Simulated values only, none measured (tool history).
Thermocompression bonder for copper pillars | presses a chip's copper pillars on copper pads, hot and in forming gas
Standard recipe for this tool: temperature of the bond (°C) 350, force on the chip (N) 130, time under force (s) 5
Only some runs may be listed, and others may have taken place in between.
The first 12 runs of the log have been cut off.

| run | hour | temperature of the bond (°C) | force on the chip (N) | time under force (s) | hours of work since the heater was calibrated | hours of work since the force cell was calibrated | hours of work since the gas filter was changed | force that shears a chip off (N) |
|---|---|---|---|---|---|---|---|---|
| 13 | 210.2 | 350 | 130 | 5 | 779 | 513 | 100 | 75.8 |
| 14 | 236.0 | 350 | 142 | 5 | 797 | 532 | 118 | 78.8 |
| 15 | 252.1 | 350 | 142 | 5 | 809 | 543 | 130 | 78.3 |
| 16 | 271.0 | 350 | 166 | 5 | 823 | 557 | 144 | 83.7 |
| 17 | 292.7 | 375 | 130 | 5 | 839 | 573 | 159 | 86.3 |
| 18 | 315.4 | 350 | 130 | 5 | 855 | 589 | 176 | 74.7 |
| 19 | 327.9 | 350 | 79 | 13 | 864 | 598 | 185 | 78.9 |
| 20 | 345.7 | 350 | 79 | 13 | 877 | 611 | 198 | 79.5 |
| 21 | 361.9 | 350 | 139 | 5 | 889 | 623 | 209 | 76.3 |
| 22 | 380.2 | 350 | 139 | 5 | 902 | 636 | 223 | 76.4 |
| 23 | 402.8 | 373 | 89 | 5 | 918 | 653 | 239 | 71.3 |
| 24 | 419.6 | 373 | 127 | 13 | 930 | 665 | 251 | 104.5 |
| 25 | 441.9 | 373 | 127 | 13 | 947 | 681 | 267 | 102.6 |

The next listed run, before its measurement:
| 26 | 461.9 | 373 | 127 | 13 | 961 | 695 | 282 | ? |

Run 26 gave force that shears a chip off (N) 102.7.
If the tool had no hidden condition, the same run with the same run-to-run variation would have returned force that shears a chip off (N) 111.1.

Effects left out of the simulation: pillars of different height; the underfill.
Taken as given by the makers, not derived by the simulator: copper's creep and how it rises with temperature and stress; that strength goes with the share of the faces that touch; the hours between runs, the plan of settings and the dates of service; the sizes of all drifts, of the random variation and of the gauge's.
